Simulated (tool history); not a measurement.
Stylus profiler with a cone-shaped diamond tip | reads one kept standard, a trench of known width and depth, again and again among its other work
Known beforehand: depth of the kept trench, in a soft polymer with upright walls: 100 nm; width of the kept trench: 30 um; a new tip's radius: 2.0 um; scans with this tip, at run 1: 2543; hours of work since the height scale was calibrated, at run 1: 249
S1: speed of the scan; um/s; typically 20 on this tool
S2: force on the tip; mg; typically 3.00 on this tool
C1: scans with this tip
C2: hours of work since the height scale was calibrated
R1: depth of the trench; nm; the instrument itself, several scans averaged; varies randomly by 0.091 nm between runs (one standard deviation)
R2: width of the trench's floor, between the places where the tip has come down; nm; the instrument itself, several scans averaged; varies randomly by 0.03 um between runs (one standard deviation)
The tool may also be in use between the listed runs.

Run 1, hour 0.0: usual settings; C1 2543; C2 249. Result: R1 101.62 nm, R2 28590 nm.
Run 2, hour 14.5: usual settings but S1 40 um/s; C1 2619; C2 257. Result: R1 101.69 nm, R2 28460 nm.
Run 3, hour 33.7: usual settings but S1 40 um/s; C1 2720; C2 267. Result: R1 101.56 nm, R2 28560 nm.
Run 4, hour 46.8: usual settings but S1 40 um/s; C1 2789; C2 274. Result: R1 101.61 nm, R2 28450 nm.
Run 5, hour 56.9: usual settings but S1 40 um/s; C1 2842; C2 279. Result: R1 101.59 nm, R2 28450 nm.
Run 6, hour 69.8: usual settings; C1 2910; C2 285. Result: R1 101.52 nm, R2 28560 nm.
Run 7, hour 81.9: usual settings but S2 4.00 mg; C1 2973; C2 292. Result: R1 102.10 nm, R2 28560 nm.
Run 8, hour 101.6: usual settings; C1 3076; C2 302. Result: R1 101.56 nm, R2 28550 nm.
Run 9, hour 124.1: usual settings but S1 11 um/s; C1 3194; C2 313. Result: R1 101.76 nm, R2 28570 nm.
At hour 126.0: height scale calibrated on a step standard.
Run 10, hour 140.9: usual settings but S1 11 um/s; C1 3280; C2 8. Result: R1 101.60 nm, R2 28560 nm.
Run 11, hour 160.2: usual settings but S1 6 um/s, S2 3.29 mg; C1 3381; C2 18. Result: R1 101.73 nm, R2 28570 nm.
At hour 170.4: height scale calibrated on a step standard, once more.
Run 12, hour 171.0: usual settings but S1 23 um/s, S2 1.17 mg; C1 3435; C2 0. Result: R1 100.92 nm, R2 28450 nm.
Run 13, hour 189.4: usual settings but S1 24 um/s, S2 4.36 mg; C1 3531; C2 10. Result: R1 102.28 nm, R2 28510 nm.
Run 14, hour 213.0: usual settings but S1 27 um/s; C1 3655; C2 22. Result: R1 101.77 nm, R2 28480 nm.
Run 15, hour 231.9: usual settings but S1 27 um/s; C1 3754; C2 32. Result: R1 101.60 nm, R2 28540 nm.
Run 16, hour 244.6: usual settings but S1 76 um/s, S2 4.58 mg; C1 3821; C2 38. Result: R1 102.31 nm, R2 28310 nm.
Run 17, hour 260.0: usual settings but S2 1.67 mg; C1 3902; C2 46. Result: R1 101.16 nm, R2 28480 nm.

Alternative continuations, all from the tool just after run 17; predict every row:
Run A, hour 272.1: usual settings but S2 5.67 mg; C1 3965; C2 52. Result: R1 ?, R2 ?.
Run B, hour 272.1: usual settings but S1 13 um/s, S2 5.52 mg; C1 3965; C2 52. Result: R1 ?, R2 ?.
Run C, hour 272.1: usual settings but S2 3.08 mg; C1 3965; C2 52. Result: R1 ?, R2 ?.
Run D, hour 272.1: usual settings but S1 69 um/s; C1 3965; C2 52. Result: R1 ?, R2 ?.
Run E, hour 272.1: usual settings but S1 16 um/s, S2 3.76 mg; C1 3965; C2 52. Result: R1 ?, R2 ?.

run      R1     R2
  A  102.57  28520
  B  102.61  28450
  C  101.85  28480
  D  101.63  28310
  E  102.07  28510
The same runs, with their run-to-run variation unchanged, on a tool lacking any hidden condition would have given:
run      R1     R2
  A  102.63  28690
  B  102.67  28630
  C  101.91  28650
  D  101.69  28490
  E  102.12  28680
